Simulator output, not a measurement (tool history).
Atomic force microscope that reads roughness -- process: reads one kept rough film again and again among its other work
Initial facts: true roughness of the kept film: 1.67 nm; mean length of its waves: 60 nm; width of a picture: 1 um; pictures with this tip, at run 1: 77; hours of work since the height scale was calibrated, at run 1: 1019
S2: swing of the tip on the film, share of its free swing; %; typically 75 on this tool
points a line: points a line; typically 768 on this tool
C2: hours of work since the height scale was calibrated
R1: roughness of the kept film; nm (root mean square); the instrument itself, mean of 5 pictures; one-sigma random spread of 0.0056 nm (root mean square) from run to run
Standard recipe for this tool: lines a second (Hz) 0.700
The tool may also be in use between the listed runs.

{"run": 1, "day": 0.0, "lines a second (Hz)": 0.7, "S2": 75, "points a line": 768, "pictures with this tip": 77, "C2": 1019, "R1": 1.627}
{"run": 2, "day": 0.942, "lines a second (Hz)": 0.7, "S2": 75, "points a line": 768, "pictures with this tip": 110, "C2": 1032, "R1": 1.629}
{"day": 2.35, "done": "new tip fitted"}
{"run": 3, "day": 2.446, "lines a second (Hz)": 0.7, "S2": 75, "points a line": 768, "pictures with this tip": 3, "C2": 1053, "R1": 1.633}
{"run": 4, "day": 3.742, "lines a second (Hz)": 0.7, "S2": 75, "points a line": 768, "pictures with this tip": 48, "C2": 1071, "R1": 1.624}
{"run": 5, "day": 4.879, "lines a second (Hz)": 0.7, "S2": 75, "points a line": 768, "pictures with this tip": 88, "C2": 1087, "R1": 1.631}
{"run": 6, "day": 6.696, "lines a second (Hz)": 0.7, "S2": 75, "points a line": 768, "pictures with this tip": 152, "C2": 1113, "R1": 1.62}
{"day": 6.854, "done": "new tip fitted"}
{"run": 7, "day": 7.879, "lines a second (Hz)": 0.7, "S2": 74, "points a line": 768, "pictures with this tip": 35, "C2": 1129, "R1": 1.628}
{"run": 8, "day": 8.8, "lines a second (Hz)": 0.7, "S2": 75, "points a line": 325, "pictures with this tip": 68, "C2": 1142, "R1": 1.627}
{"run": 9, "day": 10.517, "lines a second (Hz)": 0.7, "S2": 75, "points a line": 768, "pictures with this tip": 128, "C2": 1167, "R1": 1.624}
{"day": 11.475, "done": "new tip fitted"}
{"run": 10, "day": 11.842, "lines a second (Hz)": 0.7, "S2": 75, "points a line": 768, "pictures with this tip": 13, "C2": 1185, "R1": 1.626}
{"run": 11, "day": 13.638, "lines a second (Hz)": 0.7, "S2": 75, "points a line": 768, "pictures with this tip": 76, "C2": 1211, "R1": 1.624}
{"run": 12, "day": 14.558, "lines a second (Hz)": 0.7, "S2": 79, "points a line": 768, "pictures with this tip": 108, "C2": 1224, "R1": 1.626}
{"day": 15.979, "done": "new tip fitted"}
{"run": 13, "day": 16.083, "lines a second (Hz)": 3.176, "S2": 75, "points a line": 768, "pictures with this tip": 4, "C2": 1245, "R1": 1.54}
{"run": 14, "day": 16.833, "lines a second (Hz)": 0.7, "S2": 75, "points a line": 768, "pictures with this tip": 30, "C2": 1255, "R1": 1.636}
{"run": 15, "day": 18.55, "lines a second (Hz)": 0.7, "S2": 82, "points a line": 768, "pictures with this tip": 90, "C2": 1280, "R1": 1.617}
{"run": 16, "day": 19.508, "lines a second (Hz)": 0.7, "S2": 82, "points a line": 768, "pictures with this tip": 124, "C2": 1293, "R1": 1.611}
{"run": 17, "day": 20.329, "lines a second (Hz)": 0.7, "S2": 63, "points a line": 884, "pictures with this tip": 152, "C2": 1305, "R1": 1.64}
{"day": 20.521, "done": "new tip fitted"}
{"run": 18, "day": 21.888, "lines a second (Hz)": 0.7, "S2": 63, "points a line": 884, "pictures with this tip": 48, "C2": 1327, "R1": 1.628}
{"run": 19, "day": 22.704, "lines a second (Hz)": 0.7, "S2": 63, "points a line": 884, "pictures with this tip": 76, "C2": 1338, "R1": 1.644}
{"run": 20, "day": 24.138, "lines a second (Hz)": 2.339, "S2": 74, "points a line": 768, "pictures with this tip": 127, "C2": 1358, "R1": 1.567}
{"day": 25.05, "done": "new tip fitted"}
{"run": 21, "day": 25.996, "lines a second (Hz)": 2.339, "S2": 74, "points a line": 768, "pictures with this tip": 33, "C2": 1384, "R1": 1.571}
{"run": 22, "day": 27.596, "lines a second (Hz)": 2.339, "S2": 74, "points a line": 768, "pictures with this tip": 89, "C2": 1407, "R1": 1.579}
{"run": 23, "day": 28.625, "lines a second (Hz)": 0.7, "S2": 69, "points a line": 568, "pictures with this tip": 125, "C2": 1421, "R1": 1.624}
{"day": 29.646, "done": "new tip fitted"}
{"run": 24, "day": 30.204, "lines a second (Hz)": 0.7, "S2": 69, "points a line": 568, "pictures with this tip": 19, "C2": 1444, "R1": 1.631}
{"run": 25, "day": 31.688, "lines a second (Hz)": 0.7, "S2": 75, "points a line": 409, "pictures with this tip": 71, "C2": 1464, "R1": 1.619}
{"run": 26, "day": 32.992, "lines a second (Hz)": 1.079, "S2": 75, "points a line": 819, "pictures with this tip": 117, "C2": 1483, "R1": 1.62}
{"day": 34.192, "done": "new tip fitted"}
{"run": 27, "day": 34.571, "lines a second (Hz)": 1.079, "S2": 75, "points a line": 819, "pictures with this tip": 13, "C2": 1505, "R1": 1.61}
{"run": 28, "day": 35.733, "lines a second (Hz)": 0.667, "S2": 69, "points a line": 978, "pictures with this tip": 54, "C2": 1521, "R1": 1.638}
{"run": 29, "day": 37.067, "lines a second (Hz)": 0.667, "S2": 69, "points a line": 978, "pictures with this tip": 100, "C2": 1540, "R1": 1.634}
{"run": 30, "day": 38.508, "lines a second (Hz)": 0.667, "S2": 74, "points a line": 978, "pictures with this tip": 151, "C2": 1561, "R1": 1.633}

Across each entry between runs, compare the hidden state at the last listed run before it with the hidden state at the first listed run after it:
After run 2, before run 3: new tip fitted (day 2.350)
  radius of the tip, nm: 5.4 -> 5
After run 6, before run 7: new tip fitted (day 6.854)
  radius of the tip, nm: 5.6 -> 5.1
After run 9, before run 10: new tip fitted (day 11.475)
  radius of the tip, nm: 5.5 -> 5.1
After run 12, before run 13: new tip fitted (day 15.979)
  radius of the tip, nm: 5.4 -> 5
After run 17, before run 18: new tip fitted (day 20.521)
  radius of the tip, nm: 5.6 -> 5.2
After run 20, before run 21: new tip fitted (day 25.050)
  radius of the tip, nm: 5.5 -> 5.1
After run 23, before run 24: new tip fitted (day 29.646)
  radius of the tip, nm: 5.5 -> 5.1
After run 26, before run 27: new tip fitted (day 34.192)
  radius of the tip, nm: 5.4 -> 5
